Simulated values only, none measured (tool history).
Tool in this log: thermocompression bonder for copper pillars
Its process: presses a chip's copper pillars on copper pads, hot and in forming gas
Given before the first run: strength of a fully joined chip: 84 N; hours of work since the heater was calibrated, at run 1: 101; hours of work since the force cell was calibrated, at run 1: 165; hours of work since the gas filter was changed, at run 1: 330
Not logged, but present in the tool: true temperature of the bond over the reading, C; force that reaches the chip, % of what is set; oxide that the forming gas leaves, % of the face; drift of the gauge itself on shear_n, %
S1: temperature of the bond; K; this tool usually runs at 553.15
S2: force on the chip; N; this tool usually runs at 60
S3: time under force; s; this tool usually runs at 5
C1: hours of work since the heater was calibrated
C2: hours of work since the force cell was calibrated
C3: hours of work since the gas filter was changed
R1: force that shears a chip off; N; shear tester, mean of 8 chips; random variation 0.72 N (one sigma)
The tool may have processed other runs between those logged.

run   hour      S1  S2  S3   C1   C2   C3    R1
  1      0  553.15  60   5  101  165  330  47.7
  2      9  553.15  60   5  107  171  336  46.8
  3   14.8  553.15  60   5  111  175  340  48.3
  4   22.3  553.15  60   5  116  180  345  46.2
  5     27  553.15  60  15  119  183  348  61.9
  6   32.3  553.15  60  15  123  186  352  62.6
  7   41.2  576.15  60  15  129  192  358  69.4
  8   45.6  576.15  60  15  132  195  361  69.8
  9   50.3  576.15  60  15  135  198  364  71.9
 10   56.1  576.15  60  15  139  202  368  71.1
 11   65.7  576.15  60  15  145  209  374  69.6
 12   73.1  576.15  60  15  150  213  379  69.3
 13   77.6  576.15  60  15  153  216  382    68
 14   82.4  576.15  60  15  156  220  385  69.2
 15   90.5  576.15  60  15  162  225  390  68.2
 16     99  553.15  60   3  167  231  396  38.8
     108.3  -- forming gas filter changed
 17  108.3  553.15  60   5  173  237    0  51.1
 18  114.3  536.15  60   5  177  241    4  41.1
 19  120.6  536.15  60   5  181  245    8    42
 20  125.5  553.15  45   5  185  248   11  41.9
 21  131.9  538.15  60   5  189  252   16  42.6
 22  138.7  547.15  62   5  193  257   20  48.8
 23  146.4  528.15  73   6  199  262   25  46.1
 24    156  553.15  42   4  205  268   32  36.3
 25  163.6  553.15  42   4  210  273   37  35.5
 26  170.6  553.15  42   4  215  278   41  36.5
 27  178.6  553.15  83   5  220  283   47  62.2
 28  185.9  553.15  41   5  225  288   52  37.9

The next listed run, before its measurement:
 29  195.4  562.15  62   5  231  295  58   ?

R1: 55.6 N
Were there no unlogged condition in the tool, this run, its random variation unchanged, would have produced R1 58 N.

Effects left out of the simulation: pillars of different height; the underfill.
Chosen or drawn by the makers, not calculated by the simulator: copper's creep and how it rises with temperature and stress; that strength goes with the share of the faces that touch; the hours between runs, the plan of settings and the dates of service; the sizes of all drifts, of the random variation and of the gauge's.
